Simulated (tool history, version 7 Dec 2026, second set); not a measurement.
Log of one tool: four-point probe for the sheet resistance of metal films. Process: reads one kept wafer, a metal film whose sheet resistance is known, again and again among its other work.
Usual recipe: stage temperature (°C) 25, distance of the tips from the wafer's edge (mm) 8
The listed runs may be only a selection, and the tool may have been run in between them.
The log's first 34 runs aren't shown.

run,hour,stage temperature (°C),distance of the tips from the wafer's edge (mm),touches since the probe head was changed,hours of work since the stage's thermometer was calibrated,sheet resistance as the instrument gives it (ohm/square)
35,2417.8,28,53,23605,507,1.662703
36,2467.4,31,53,24593,533,1.660703
37,2546.9,31,53,26176,574,1.66067
38,2612.6,21,45,27486,609,1.667724
39,2685,26,51,28929,646,1.663733
40,2757.2,34,49,30367,684,1.658246
41,2827.9,19,4,31777,721,1.753259
42,2885.6,25,7,32927,751,1.692112

Below are 5 alternative next runs, each starting from the tool's condition after run 42. Predict each:
A,2945.6,27,7,34121,782,?
B,2945.6,25,27,34121,782,?
C,2945.6,30,5,34121,782,?
D,2945.6,20,8,34121,782,?
E,2945.6,26,64,34121,782,?

run,sheet resistance as the instrument gives it (ohm/square)
A,1.691
B,1.665655
C,1.715976
D,1.688698
E,1.662574
What these runs would have given with no unlogged condition in the tool:
run,sheet resistance as the instrument gives it (ohm/square)
A,1.691606
B,1.66625
C,1.716593
D,1.689296
E,1.66317

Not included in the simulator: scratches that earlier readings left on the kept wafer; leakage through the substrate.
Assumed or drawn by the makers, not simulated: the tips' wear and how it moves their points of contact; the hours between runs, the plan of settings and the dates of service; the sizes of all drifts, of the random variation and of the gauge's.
